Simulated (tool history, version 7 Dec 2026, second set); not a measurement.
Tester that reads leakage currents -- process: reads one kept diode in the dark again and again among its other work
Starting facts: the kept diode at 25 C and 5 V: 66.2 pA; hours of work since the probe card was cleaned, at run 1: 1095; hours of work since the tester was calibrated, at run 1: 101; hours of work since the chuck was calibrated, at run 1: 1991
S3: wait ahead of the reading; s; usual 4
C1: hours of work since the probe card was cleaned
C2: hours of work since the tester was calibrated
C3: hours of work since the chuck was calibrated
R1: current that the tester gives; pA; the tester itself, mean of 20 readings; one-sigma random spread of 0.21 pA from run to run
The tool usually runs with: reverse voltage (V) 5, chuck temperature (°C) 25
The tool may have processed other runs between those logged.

{"run": 1, "hour": 0.0, "reverse voltage (V)": 5, "chuck temperature (°C)": 25, "S3": 4, "C1": 1095, "C2": 101, "C3": 1991, "R1": 84.05}
{"run": 2, "hour": 88.4, "reverse voltage (V)": 5, "chuck temperature (°C)": 25, "S3": 4, "C1": 1159, "C2": 164, "C3": 2054, "R1": 84.6}
{"run": 3, "hour": 141.1, "reverse voltage (V)": 5, "chuck temperature (°C)": 25, "S3": 4, "C1": 1197, "C2": 202, "C3": 2092, "R1": 84.34}
{"run": 4, "hour": 239.5, "reverse voltage (V)": 5, "chuck temperature (°C)": 25, "S3": 4, "C1": 1267, "C2": 273, "C3": 2163, "R1": 86.09}
{"run": 5, "hour": 332.8, "reverse voltage (V)": 5, "chuck temperature (°C)": 25, "S3": 4, "C1": 1334, "C2": 340, "C3": 2230, "R1": 86.76}
{"run": 6, "hour": 389.6, "reverse voltage (V)": 5, "chuck temperature (°C)": 25, "S3": 3.55, "C1": 1375, "C2": 380, "C3": 2270, "R1": 86.55}
{"run": 7, "hour": 485.4, "reverse voltage (V)": 5, "chuck temperature (°C)": 25, "S3": 3.55, "C1": 1444, "C2": 449, "C3": 2339, "R1": 87.01}
{"run": 8, "hour": 574.2, "reverse voltage (V)": 5, "chuck temperature (°C)": 25, "S3": 4, "C1": 1508, "C2": 513, "C3": 2403, "R1": 88.54}
{"hour": 650.6, "done": "chuck's temperature calibrated"}
{"run": 9, "hour": 672.6, "reverse voltage (V)": 5, "chuck temperature (°C)": 25, "S3": 1.73, "C1": 1577, "C2": 582, "C3": 16, "R1": 75.5}
{"run": 10, "hour": 774.1, "reverse voltage (V)": 5, "chuck temperature (°C)": 25, "S3": 1.73, "C1": 1650, "C2": 655, "C3": 89, "R1": 75.79}
{"hour": 805.0, "done": "probe card cleaned and baked"}
{"run": 11, "hour": 879.9, "reverse voltage (V)": 5, "chuck temperature (°C)": 25, "S3": 1.73, "C1": 54, "C2": 729, "C3": 162, "R1": 67.54}
{"run": 12, "hour": 967.5, "reverse voltage (V)": 5, "chuck temperature (°C)": 25, "S3": 1.73, "C1": 117, "C2": 792, "C3": 225, "R1": 67.95}
{"run": 13, "hour": 1020.7, "reverse voltage (V)": 5, "chuck temperature (°C)": 25, "S3": 1.73, "C1": 155, "C2": 830, "C3": 264, "R1": 68.74}
{"run": 14, "hour": 1107.2, "reverse voltage (V)": 1.13, "chuck temperature (°C)": 25, "S3": 4, "C1": 217, "C2": 892, "C3": 326, "R1": 35.23}
{"run": 15, "hour": 1197.6, "reverse voltage (V)": 1.13, "chuck temperature (°C)": 25, "S3": 4, "C1": 282, "C2": 957, "C3": 391, "R1": 35.87}
{"run": 16, "hour": 1270.4, "reverse voltage (V)": 1.13, "chuck temperature (°C)": 25, "S3": 4, "C1": 334, "C2": 1009, "C3": 443, "R1": 35.69}
{"run": 17, "hour": 1367.3, "reverse voltage (V)": 1.13, "chuck temperature (°C)": 22, "S3": 4, "C1": 404, "C2": 1079, "C3": 512, "R1": 27.61}
{"run": 18, "hour": 1436.3, "reverse voltage (V)": 2, "chuck temperature (°C)": 25, "S3": 4, "C1": 453, "C2": 1128, "C3": 562, "R1": 47.04}
{"run": 19, "hour": 1507.9, "reverse voltage (V)": 2, "chuck temperature (°C)": 25, "S3": 4, "C1": 505, "C2": 1180, "C3": 613, "R1": 47.23}
{"run": 20, "hour": 1606.5, "reverse voltage (V)": 2, "chuck temperature (°C)": 25, "S3": 4, "C1": 575, "C2": 1250, "C3": 684, "R1": 47.61}
{"run": 21, "hour": 1672.1, "reverse voltage (V)": 4, "chuck temperature (°C)": 25, "S3": 4, "C1": 622, "C2": 1297, "C3": 731, "R1": 66.13}
{"run": 22, "hour": 1740.5, "reverse voltage (V)": 5, "chuck temperature (°C)": 24, "S3": 2.94, "C1": 672, "C2": 1347, "C3": 780, "R1": 67.63}
{"run": 23, "hour": 1822.2, "reverse voltage (V)": 15.84, "chuck temperature (°C)": 21, "S3": 7.41, "C1": 730, "C2": 1405, "C3": 839, "R1": 93.48}
{"run": 24, "hour": 1884.7, "reverse voltage (V)": 5, "chuck temperature (°C)": 25, "S3": 0.69, "C1": 775, "C2": 1450, "C3": 884, "R1": 75.38}
{"run": 25, "hour": 1987.7, "reverse voltage (V)": 11.35, "chuck temperature (°C)": 22, "S3": 9.62, "C1": 849, "C2": 1524, "C3": 958, "R1": 87.95}
{"run": 26, "hour": 2091.4, "reverse voltage (V)": 1.38, "chuck temperature (°C)": 51, "S3": 0.43, "C1": 923, "C2": 1598, "C3": 1032, "R1": 354.83}
{"run": 27, "hour": 2148.4, "reverse voltage (V)": 5, "chuck temperature (°C)": 34, "S3": 4, "C1": 964, "C2": 1639, "C3": 1073, "R1": 163.77}
{"run": 28, "hour": 2241.5, "reverse voltage (V)": 1.68, "chuck temperature (°C)": 34, "S3": 7.98, "C1": 1031, "C2": 1706, "C3": 1140, "R1": 100.19}
{"run": 29, "hour": 2300.9, "reverse voltage (V)": 3.73, "chuck temperature (°C)": 21, "S3": 7.98, "C1": 1074, "C2": 1749, "C3": 1182, "R1": 48.17}
{"run": 30, "hour": 2356.7, "reverse voltage (V)": 3.73, "chuck temperature (°C)": 21, "S3": 7.98, "C1": 1114, "C2": 1789, "C3": 1223, "R1": 48.83}
{"run": 31, "hour": 2399.8, "reverse voltage (V)": 3.73, "chuck temperature (°C)": 21, "S3": 7.98, "C1": 1145, "C2": 1820, "C3": 1254, "R1": 48.79}
{"run": 32, "hour": 2483.8, "reverse voltage (V)": 5, "chuck temperature (°C)": 25, "S3": 3, "C1": 1205, "C2": 1880, "C3": 1314, "R1": 79.47}
{"run": 33, "hour": 2585.8, "reverse voltage (V)": 5, "chuck temperature (°C)": 25, "S3": 3, "C1": 1278, "C2": 1953, "C3": 1387, "R1": 80.04}
{"run": 34, "hour": 2653.9, "reverse voltage (V)": 5, "chuck temperature (°C)": 25, "S3": 0.34, "C1": 1327, "C2": 2002, "C3": 1436, "R1": 81.76}
{"run": 35, "hour": 2743.7, "reverse voltage (V)": 5, "chuck temperature (°C)": 25, "S3": 0.34, "C1": 1392, "C2": 2067, "C3": 1500, "R1": 82.87}
{"run": 36, "hour": 2786.4, "reverse voltage (V)": 15.12, "chuck temperature (°C)": 25, "S3": 0.6, "C1": 1422, "C2": 2097, "C3": 1531, "R1": 145.49}
{"run": 37, "hour": 2885.9, "reverse voltage (V)": 15.12, "chuck temperature (°C)": 25, "S3": 0.6, "C1": 1494, "C2": 2169, "C3": 1603, "R1": 147.57}
{"run": 38, "hour": 2988.7, "reverse voltage (V)": 5, "chuck temperature (°C)": 21, "S3": 3.25, "C1": 1568, "C2": 2243, "C3": 1676, "R1": 60.42}
{"run": 39, "hour": 3032.1, "reverse voltage (V)": 5, "chuck temperature (°C)": 21, "S3": 3.25, "C1": 1599, "C2": 2274, "C3": 1707, "R1": 60.56}

Below are 3 alternative next runs, each starting from the tool's condition after run 39. Predict each:
{"run": "A", "hour": 3108.5, "reverse voltage (V)": 3.04, "chuck temperature (°C)": 25, "S3": 1.12, "C1": 1654, "C2": 2329, "C3": 1762, "R1": "?"}
{"run": "B", "hour": 3108.5, "reverse voltage (V)": 9.6, "chuck temperature (°C)": 25, "S3": 6.15, "C1": 1654, "C2": 2329, "C3": 1762, "R1": "?"}
{"run": "C", "hour": 3108.5, "reverse voltage (V)": 5, "chuck temperature (°C)": 50, "S3": 3.56, "C1": 1654, "C2": 2329, "C3": 1762, "R1": "?"}

run=A R1=66.11
run=B R1=117.43
run=C R1=615.85
Stripped of hidden state, with their random variation kept, the same runs would have yielded:
run=A R1=53.37
run=B R1=88.23
run=C R1=542.84
